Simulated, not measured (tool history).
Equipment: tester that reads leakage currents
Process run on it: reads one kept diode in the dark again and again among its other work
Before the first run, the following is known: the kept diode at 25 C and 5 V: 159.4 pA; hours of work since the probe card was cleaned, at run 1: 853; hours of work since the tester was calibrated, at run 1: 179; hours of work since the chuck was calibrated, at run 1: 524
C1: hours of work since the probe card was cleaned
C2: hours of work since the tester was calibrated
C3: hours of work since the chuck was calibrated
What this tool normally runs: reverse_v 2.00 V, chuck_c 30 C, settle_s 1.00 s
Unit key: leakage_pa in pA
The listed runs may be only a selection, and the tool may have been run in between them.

{"run": 1, "hour": 0.0, "reverse_v": 2.0, "chuck_c": 30, "settle_s": 1.0, "C1": 853, "C2": 179, "C3": 524, "leakage_pa": 151.83}
{"run": 2, "hour": 126.4, "reverse_v": 2.0, "chuck_c": 30, "settle_s": 1.0, "C1": 937, "C2": 263, "C3": 608, "leakage_pa": 153.19}
{"run": 3, "hour": 266.5, "reverse_v": 2.0, "chuck_c": 30, "settle_s": 9.35, "C1": 1030, "C2": 356, "C3": 701, "leakage_pa": 153.44}
{"hour": 281.5, "done": "tester calibrated"}
{"run": 4, "hour": 386.3, "reverse_v": 2.0, "chuck_c": 30, "settle_s": 1.0, "C1": 1108, "C2": 70, "C3": 779, "leakage_pa": 153.83}
{"run": 5, "hour": 449.3, "reverse_v": 2.56, "chuck_c": 30, "settle_s": 1.0, "C1": 1150, "C2": 112, "C3": 821, "leakage_pa": 173.06}
{"run": 6, "hour": 573.2, "reverse_v": 2.56, "chuck_c": 30, "settle_s": 1.0, "C1": 1233, "C2": 194, "C3": 903, "leakage_pa": 174.67}
{"hour": 607.5, "done": "tester calibrated, once more"}
{"run": 7, "hour": 724.1, "reverse_v": 2.56, "chuck_c": 30, "settle_s": 1.0, "C1": 1332, "C2": 77, "C3": 1002, "leakage_pa": 177.84}
{"run": 8, "hour": 868.2, "reverse_v": 2.56, "chuck_c": 30, "settle_s": 1.0, "C1": 1427, "C2": 173, "C3": 1098, "leakage_pa": 178.33}
{"run": 9, "hour": 934.8, "reverse_v": 3.71, "chuck_c": 54, "settle_s": 3.1, "C1": 1472, "C2": 217, "C3": 1142, "leakage_pa": 996.08}
{"run": 10, "hour": 1042.6, "reverse_v": 3.71, "chuck_c": 54, "settle_s": 1.45, "C1": 1543, "C2": 289, "C3": 1214, "leakage_pa": 995.69}

Selected run-to-run steps in leakage_pa, each split into two signed amounts: the part the tool would show with no hidden state at all (from settings, incoming material and random variation), and the remainder, which goes to the hidden state together with any gauge scatter not common to the measured and the hidden-state-free results:
Hidden conditions of the tool in this case: stray current of the dirty probe card, pA a volt; current scale over the true one, %; true chuck temperature over the reading, C; drift of the gauge itself on leakage_pa, %.
Run 8 -> 9: reverse_v 2.56 -> 3.71, chuck_c 30 -> 54, settle_s 1.00 -> 3.10. leakage_pa +817.75 pA: hidden state +42.98, all else +774.77.

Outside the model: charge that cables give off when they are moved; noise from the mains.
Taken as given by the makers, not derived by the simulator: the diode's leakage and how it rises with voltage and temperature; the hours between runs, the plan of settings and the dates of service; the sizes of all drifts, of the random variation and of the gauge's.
